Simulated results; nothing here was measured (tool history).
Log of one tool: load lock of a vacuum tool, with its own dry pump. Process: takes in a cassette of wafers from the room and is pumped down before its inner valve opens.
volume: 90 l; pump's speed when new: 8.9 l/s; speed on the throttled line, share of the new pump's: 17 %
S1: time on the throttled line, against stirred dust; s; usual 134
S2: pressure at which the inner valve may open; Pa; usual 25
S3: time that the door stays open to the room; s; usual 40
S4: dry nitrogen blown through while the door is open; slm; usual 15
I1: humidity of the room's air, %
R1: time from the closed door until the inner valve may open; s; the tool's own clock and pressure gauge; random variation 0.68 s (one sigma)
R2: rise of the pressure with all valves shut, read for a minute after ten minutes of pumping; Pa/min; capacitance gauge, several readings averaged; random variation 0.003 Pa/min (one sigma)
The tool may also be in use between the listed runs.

{"run": 1, "hour": 0.0, "S1": 134, "S2": 25, "S3": 40, "S4": 15, "I1": 45, "R1": 199.2, "R2": 0.666}
{"run": 2, "hour": 278.1, "S1": 134, "S2": 25, "S3": 40, "S4": 15, "I1": 45, "R1": 200.5, "R2": 0.681}
{"run": 3, "hour": 415.8, "S1": 134, "S2": 25, "S3": 40, "S4": 15, "I1": 46, "R1": 200, "R2": 0.022}
{"run": 4, "hour": 577.6, "S1": 134, "S2": 25, "S3": 40, "S4": 15, "I1": 48.4, "R1": 199.4, "R2": 0.031}
{"run": 5, "hour": 824.2, "S1": 134, "S2": 25, "S3": 40, "S4": 15, "I1": 48.3, "R1": 199.9, "R2": 0.029}
{"run": 6, "hour": 1107.1, "S1": 134, "S2": 25, "S3": 40, "S4": 15, "I1": 45.3, "R1": 200.6, "R2": 0.036}
{"run": 7, "hour": 1378.0, "S1": 134, "S2": 25, "S3": 40, "S4": 15, "I1": 47.7, "R1": 199.5, "R2": 0.043}
{"run": 8, "hour": 1604.4, "S1": 134, "S2": 27, "S3": 40, "S4": 15, "I1": 43.5, "R1": 200.5, "R2": 0.041}
{"run": 9, "hour": 1751.6, "S1": 134, "S2": 27, "S3": 40, "S4": 15, "I1": 43.1, "R1": 198.8, "R2": 0.045}
{"run": 10, "hour": 1970.4, "S1": 134, "S2": 27, "S3": 40, "S4": 15, "I1": 45, "R1": 198.5, "R2": 0.045}
{"run": 11, "hour": 2240.9, "S1": 134, "S2": 27, "S3": 40, "S4": 15, "I1": 46, "R1": 199.7, "R2": 0.06}
{"run": 12, "hour": 2500.7, "S1": 134, "S2": 27, "S3": 40, "S4": 15, "I1": 45.5, "R1": 199.4, "R2": 0.069}
{"run": 13, "hour": 2649.5, "S1": 134, "S2": 27, "S3": 40, "S4": 15, "I1": 43.4, "R1": 201.6, "R2": 0.072}
{"run": 14, "hour": 2767.8, "S1": 134, "S2": 25, "S3": 40, "S4": 15, "I1": 42.3, "R1": 201, "R2": 0.06}
{"run": 15, "hour": 2976.7, "S1": 134, "S2": 25, "S3": 40, "S4": 15, "I1": 46.6, "R1": 200.8, "R2": 0.081}
{"run": 16, "hour": 3150.8, "S1": 134, "S2": 25, "S3": 115, "S4": 15, "I1": 45.6, "R1": 203, "R2": 0.107}
{"run": 17, "hour": 3274.1, "S1": 134, "S2": 25, "S3": 40, "S4": 15, "I1": 48.8, "R1": 201, "R2": 0.079}
{"run": 18, "hour": 3547.2, "S1": 134, "S2": 25, "S3": 40, "S4": 27, "I1": 41.5, "R1": 200.8, "R2": 0.078}
{"run": 19, "hour": 3700.9, "S1": 134, "S2": 25, "S3": 40, "S4": 27, "I1": 45.8, "R1": 200.6, "R2": 0.089}
{"run": 20, "hour": 3945.3, "S1": 134, "S2": 25, "S3": 33, "S4": 27, "I1": 45.3, "R1": 201.8, "R2": 0.099}
{"run": 21, "hour": 4110.6, "S1": 134, "S2": 25, "S3": 62, "S4": 13, "I1": 43.7, "R1": 201.3, "R2": 0.112}
{"run": 22, "hour": 4363.0, "S1": 134, "S2": 25, "S3": 62, "S4": 13, "I1": 48.2, "R1": 201, "R2": 0.117}
{"run": 23, "hour": 4536.5, "S1": 242, "S2": 20, "S3": 40, "S4": 9, "I1": 44.6, "R1": 291, "R2": 0.126}
{"run": 24, "hour": 4812.8, "S1": 85, "S2": 27, "S3": 62, "S4": 12, "I1": 46.6, "R1": 160.4, "R2": 0.139}
{"run": 25, "hour": 4940.0, "S1": 85, "S2": 32, "S3": 62, "S4": 12, "I1": 43.8, "R1": 159.5, "R2": 0.136}
{"run": 26, "hour": 5196.4, "S1": 134, "S2": 25, "S3": 69, "S4": 15, "I1": 44.9, "R1": 201.5, "R2": 0.151}
{"run": 27, "hour": 5317.4, "S1": 134, "S2": 25, "S3": 27, "S4": 6, "I1": 42.9, "R1": 202.1, "R2": 0.135}
{"run": 28, "hour": 5596.2, "S1": 134, "S2": 25, "S3": 27, "S4": 6, "I1": 45.3, "R1": 202.8, "R2": 0.155}
{"run": 29, "hour": 5787.8, "S1": 134, "S2": 25, "S3": 27, "S4": 6, "I1": 48.7, "R1": 202.9, "R2": 0.153}
{"run": 30, "hour": 6058.7, "S1": 88, "S2": 25, "S3": 54, "S4": 15, "I1": 43.9, "R1": 165, "R2": 0.174}
{"run": 31, "hour": 6322.2, "S1": 134, "S2": 21, "S3": 114, "S4": 5, "I1": 41.5, "R1": 205.3, "R2": 0.211}
{"run": 32, "hour": 6551.1, "S1": 87, "S2": 22, "S3": 114, "S4": 9, "I1": 46.8, "R1": 166.8, "R2": 0.218}
{"run": 33, "hour": 6670.2, "S1": 79, "S2": 46, "S3": 40, "S4": 15, "I1": 44.8, "R1": 150.5, "R2": 0.194}
{"run": 34, "hour": 6848.6, "S1": 79, "S2": 46, "S3": 40, "S4": 15, "I1": 44.1, "R1": 150.4, "R2": 0.189}
{"run": 35, "hour": 7015.5, "S1": 187, "S2": 34, "S3": 38, "S4": 10, "I1": 45.3, "R1": 242.9, "R2": 0.215}
{"run": 36, "hour": 7154.2, "S1": 206, "S2": 19, "S3": 40, "S4": 31, "I1": 44.8, "R1": 265.1, "R2": 0.199}
{"run": 37, "hour": 7317.1, "S1": 75, "S2": 27, "S3": 177, "S4": 6, "I1": 43.9, "R1": 154, "R2": 0.275}
{"run": 38, "hour": 7574.8, "S1": 83, "S2": 39, "S3": 76, "S4": 44, "I1": 45.2, "R1": 157.3, "R2": 0.222}

Not shown: 1 entry that the log had between the listed runs. Between which runs, and how does the tool's hidden state differ before and after?
Between runs 2 and 3: door's seal changed, seat wiped (hour 392.5)
  pump's speed, % of a new pump's: 94.7 -> 94.6; leak at the door's seal, Pa l/s: 1.0013 -> 0.0035
  measured less the result without the state, R1: +3.5 -> +3.5 s; R2: +0.659 -> +0.001 Pa/min

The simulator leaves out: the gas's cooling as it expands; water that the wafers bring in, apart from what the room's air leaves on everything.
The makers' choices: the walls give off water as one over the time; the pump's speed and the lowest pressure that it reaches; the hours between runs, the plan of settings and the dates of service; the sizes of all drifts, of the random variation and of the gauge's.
